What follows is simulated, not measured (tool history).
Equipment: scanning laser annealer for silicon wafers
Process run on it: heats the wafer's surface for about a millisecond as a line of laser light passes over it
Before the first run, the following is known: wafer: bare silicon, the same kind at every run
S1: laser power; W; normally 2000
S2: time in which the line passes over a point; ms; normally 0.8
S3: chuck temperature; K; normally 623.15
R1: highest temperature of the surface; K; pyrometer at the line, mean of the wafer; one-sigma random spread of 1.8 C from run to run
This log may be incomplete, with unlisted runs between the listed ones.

run,hour,S1,S2,S3,R1
1,0,2000,0.8,623.15,1339.15
2,24.1,2000,0.8,623.15,1342.15
3,41,2000,0.8,623.15,1340.15
4,59.5,2000,0.8,623.15,1340.15
5,70.5,2000,0.8,623.15,1338.15
6,93.4,2000,0.8,623.15,1339.15
7,117.8,2000,0.8,623.15,1338.15
8,129.7,2000,0.8,623.15,1337.15
9,152.7,2120,0.8,623.15,1392.15
10,165.4,2000,0.8,585.15,1299.15
11,186.7,2000,0.8,585.15,1299.15
12,204.4,2000,0.8,652.15,1366.15
13,227.1,2000,0.8,652.15,1364.15
14,241,2000,0.826,623.15,1345.15
15,262.6,2000,0.826,623.15,1344.15
16,278.5,2000,0.826,623.15,1341.15
17,303.8,2000,0.8,623.15,1334.15
18,320.2,2000,0.8,623.15,1332.15
19,334.5,2000,0.571,623.15,1235.15
# hour 352.4: optics aligned, line set to its width
20,354,1935,0.8,623.15,1308.15
21,368.7,1935,0.8,623.15,1307.15
22,392.8,1935,0.8,619.15,1305.15
23,410.2,1935,0.8,619.15,1302.15
24,429.7,1935,0.8,619.15,1303.15
25,440.8,1935,0.8,619.15,1303.15
26,456.4,1935,0.742,655.15,1316.15
27,475.1,1935,0.742,655.15,1315.15
28,495.2,1862,0.916,659.15,1347.15
29,511.8,1862,0.916,643.15,1331.15
# hour 516.1: window over the wafer cleaned
30,538.2,1862,0.916,643.15,1321.15
# hour 553.2: window over the wafer cleaned, once more
31,557.5,1809,0.561,612.15,1172.15
32,573.2,2149,0.9,647.15,1497.15
33,591.3,2149,0.983,603.15,1485.15
34,615.4,1971,0.627,588.15,1237.15
35,634.6,1971,0.627,588.15,1239.15
36,659.4,2000,0.8,636.15,1374.15
37,681.1,2000,0.8,636.15,1370.15
38,700.9,2107,0.857,623.15,1431.15
39,716.9,1730,0.981,603.15,1270.15
40,737.9,2141,0.692,603.15,1355.15
41,758.8,2141,0.692,603.15,1354.15

Had the tool no unlogged condition, and each run kept its random variation, what would the results have been?
Hidden state present: light that passes the window, % of a clean one's; laser's true power over the reading, %; width of the line over the set one, %; drift of the gauge itself on peak_c, C.
run,R1
1,1361.15
2,1365.15
3,1363.15
4,1364.15
5,1362.15
6,1364.15
7,1364.15
8,1363.15
9,1420.15
10,1326.15
11,1326.15
12,1394.15
13,1393.15
14,1374.15
15,1374.15
16,1371.15
17,1365.15
18,1363.15
19,1262.15
20,1332.15
21,1331.15
22,1330.15
23,1328.15
24,1329.15
25,1330.15
26,1341.15
27,1342.15
28,1375.15
29,1360.15
30,1360.15
31,1172.15
32,1499.15
33,1487.15
34,1240.15
35,1242.15
36,1378.15
37,1375.15
38,1437.15
39,1276.15
40,1361.15
41,1361.15

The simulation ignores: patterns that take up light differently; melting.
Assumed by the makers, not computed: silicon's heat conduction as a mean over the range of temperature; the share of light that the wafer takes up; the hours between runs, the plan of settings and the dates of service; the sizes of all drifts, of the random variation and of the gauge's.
